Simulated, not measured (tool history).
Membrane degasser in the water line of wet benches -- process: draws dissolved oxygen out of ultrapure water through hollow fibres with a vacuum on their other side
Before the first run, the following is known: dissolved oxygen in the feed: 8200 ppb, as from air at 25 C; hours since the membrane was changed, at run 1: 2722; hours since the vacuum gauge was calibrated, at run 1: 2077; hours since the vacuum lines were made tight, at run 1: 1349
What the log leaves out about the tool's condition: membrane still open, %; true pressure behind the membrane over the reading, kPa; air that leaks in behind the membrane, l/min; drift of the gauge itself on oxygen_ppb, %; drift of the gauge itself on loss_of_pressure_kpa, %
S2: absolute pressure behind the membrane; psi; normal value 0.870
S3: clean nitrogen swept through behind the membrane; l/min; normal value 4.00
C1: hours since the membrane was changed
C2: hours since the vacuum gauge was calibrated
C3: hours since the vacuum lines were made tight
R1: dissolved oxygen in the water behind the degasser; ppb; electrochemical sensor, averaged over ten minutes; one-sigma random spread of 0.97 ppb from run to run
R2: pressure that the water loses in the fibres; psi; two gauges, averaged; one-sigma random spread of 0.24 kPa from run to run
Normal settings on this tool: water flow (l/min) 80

{"run": 1, "hour": 0.0, "water flow (l/min)": 80, "S2": 0.87, "S3": 4.0, "C1": 2722, "C2": 2077, "C3": 1349, "R1": 127.5, "R2": 9.097}
{"run": 2, "hour": 99.3, "water flow (l/min)": 80, "S2": 0.87, "S3": 2.44, "C1": 2821, "C2": 2176, "C3": 1449, "R1": 192.9, "R2": 9.139}
{"run": 3, "hour": 255.5, "water flow (l/min)": 80, "S2": 0.87, "S3": 2.44, "C1": 2977, "C2": 2333, "C3": 1605, "R1": 193.2, "R2": 9.181}
{"run": 4, "hour": 400.9, "water flow (l/min)": 80, "S2": 0.87, "S3": 4.0, "C1": 3123, "C2": 2478, "C3": 1750, "R1": 127.5, "R2": 9.182}
{"run": 5, "hour": 549.6, "water flow (l/min)": 80, "S2": 0.87, "S3": 4.0, "C1": 3272, "C2": 2627, "C3": 1899, "R1": 128.2, "R2": 9.223}
{"run": 6, "hour": 685.7, "water flow (l/min)": 54, "S2": 0.87, "S3": 4.0, "C1": 3408, "C2": 2763, "C3": 2035, "R1": 90.0, "R2": 6.213}
{"run": 7, "hour": 750.8, "water flow (l/min)": 54, "S2": 0.87, "S3": 4.0, "C1": 3473, "C2": 2828, "C3": 2100, "R1": 89.2, "R2": 6.129}
{"run": 8, "hour": 826.2, "water flow (l/min)": 80, "S2": 0.526, "S3": 4.0, "C1": 3548, "C2": 2903, "C3": 2176, "R1": 24.8, "R2": 9.188}
{"run": 9, "hour": 927.9, "water flow (l/min)": 80, "S2": 0.87, "S3": 5.19, "C1": 3650, "C2": 3005, "C3": 2277, "R1": 103.8, "R2": 9.172}
{"run": 10, "hour": 1076.5, "water flow (l/min)": 117, "S2": 0.87, "S3": 4.0, "C1": 3798, "C2": 3153, "C3": 2426, "R1": 185.3, "R2": 13.455}
{"run": 11, "hour": 1197.9, "water flow (l/min)": 117, "S2": 0.87, "S3": 4.0, "C1": 3920, "C2": 3275, "C3": 2547, "R1": 188.7, "R2": 13.519}
{"run": 12, "hour": 1299.2, "water flow (l/min)": 117, "S2": 0.87, "S3": 4.0, "C1": 4021, "C2": 3376, "C3": 2649, "R1": 186.0, "R2": 13.459}
{"run": 13, "hour": 1436.3, "water flow (l/min)": 97, "S2": 0.87, "S3": 4.0, "C1": 4158, "C2": 3513, "C3": 2786, "R1": 155.3, "R2": 11.169}
{"run": 14, "hour": 1562.7, "water flow (l/min)": 97, "S2": 0.87, "S3": 9.0, "C1": 4285, "C2": 3640, "C3": 2912, "R1": 76.7, "R2": 11.152}
{"run": 15, "hour": 1643.0, "water flow (l/min)": 97, "S2": 0.87, "S3": 9.0, "C1": 4365, "C2": 3720, "C3": 2992, "R1": 78.8, "R2": 11.198}
{"run": 16, "hour": 1719.1, "water flow (l/min)": 97, "S2": 0.87, "S3": 9.0, "C1": 4441, "C2": 3796, "C3": 3069, "R1": 78.5, "R2": 11.185}
{"run": 17, "hour": 1803.4, "water flow (l/min)": 80, "S2": 0.888, "S3": 2.97, "C1": 4525, "C2": 3880, "C3": 3153, "R1": 175.3, "R2": 9.256}
{"run": 18, "hour": 1882.7, "water flow (l/min)": 80, "S2": 0.888, "S3": 2.97, "C1": 4605, "C2": 3960, "C3": 3232, "R1": 175.1, "R2": 9.166}
{"run": 19, "hour": 2041.0, "water flow (l/min)": 72, "S2": 1.662, "S3": 3.48, "C1": 4763, "C2": 4118, "C3": 3390, "R1": 370.0, "R2": 8.286}
{"run": 20, "hour": 2118.9, "water flow (l/min)": 82, "S2": 0.87, "S3": 11.82, "C1": 4841, "C2": 4196, "C3": 3468, "R1": 51.6, "R2": 9.448}
{"run": 21, "hour": 2261.0, "water flow (l/min)": 77, "S2": 0.87, "S3": 11.82, "C1": 4983, "C2": 4338, "C3": 3610, "R1": 48.5, "R2": 8.872}
{"run": 22, "hour": 2365.8, "water flow (l/min)": 77, "S2": 0.87, "S3": 11.82, "C1": 5088, "C2": 4443, "C3": 3715, "R1": 48.5, "R2": 8.968}
{"run": 23, "hour": 2442.9, "water flow (l/min)": 104, "S2": 1.814, "S3": 5.41, "C1": 5165, "C2": 4520, "C3": 3792, "R1": 401.2, "R2": 12.137}
{"run": 24, "hour": 2554.9, "water flow (l/min)": 104, "S2": 1.814, "S3": 5.41, "C1": 5277, "C2": 4632, "C3": 3904, "R1": 397.0, "R2": 12.089}
{"run": 25, "hour": 2686.2, "water flow (l/min)": 104, "S2": 1.814, "S3": 5.41, "C1": 5408, "C2": 4763, "C3": 4036, "R1": 391.1, "R2": 12.035}
{"run": 26, "hour": 2824.6, "water flow (l/min)": 104, "S2": 1.814, "S3": 5.41, "C1": 5547, "C2": 4902, "C3": 4174, "R1": 393.5, "R2": 12.098}
{"run": 27, "hour": 2949.8, "water flow (l/min)": 106, "S2": 1.056, "S3": 4.37, "C1": 5672, "C2": 5027, "C3": 4299, "R1": 225.9, "R2": 12.317}
{"run": 28, "hour": 3020.1, "water flow (l/min)": 106, "S2": 1.157, "S3": 8.33, "C1": 5742, "C2": 5097, "C3": 4370, "R1": 151.4, "R2": 12.422}
{"run": 29, "hour": 3168.1, "water flow (l/min)": 85, "S2": 1.698, "S3": 6.77, "C1": 5890, "C2": 5245, "C3": 4517, "R1": 246.7, "R2": 9.87}
{"hour": 3196.8, "done": "vacuum gauge calibrated"}
{"run": 30, "hour": 3273.5, "water flow (l/min)": 126, "S2": 2.009, "S3": 7.77, "C1": 5995, "C2": 77, "C3": 4622, "R1": 392.9, "R2": 14.697}
{"run": 31, "hour": 3345.2, "water flow (l/min)": 58, "S2": 0.921, "S3": 2.11, "C1": 6067, "C2": 148, "C3": 4694, "R1": 185.7, "R2": 6.746}

Here are 4 independent what-if runs from the current tool condition. What would each one return?
{"run": "A", "hour": 3437.2, "water flow (l/min)": 80, "S2": 1.049, "S3": 2.73, "C1": 6159, "C2": 240, "C3": 4786, "R1": "?", "R2": "?"}
{"run": "B", "hour": 3437.2, "water flow (l/min)": 86, "S2": 1.881, "S3": 2.5, "C1": 6159, "C2": 240, "C3": 4786, "R1": "?", "R2": "?"}
{"run": "C", "hour": 3437.2, "water flow (l/min)": 58, "S2": 0.921, "S3": 2.43, "C1": 6159, "C2": 240, "C3": 4786, "R1": "?", "R2": "?"}
{"run": "D", "hour": 3437.2, "water flow (l/min)": 119, "S2": 1.826, "S3": 1.65, "C1": 6159, "C2": 240, "C3": 4786, "R1": "?", "R2": "?"}

run=A R1=249.8 R2=9.359
run=B R1=658.8 R2=10.003
run=C R1=165.5 R2=6.747
run=D R1=1078.9 R2=13.874
What these runs would have given with no unlogged condition in the tool:
run=A R1=246.9 R2=9.039
run=B R1=655.6 R2=9.661
run=C R1=163.4 R2=6.515
run=D R1=1073.8 R2=13.397
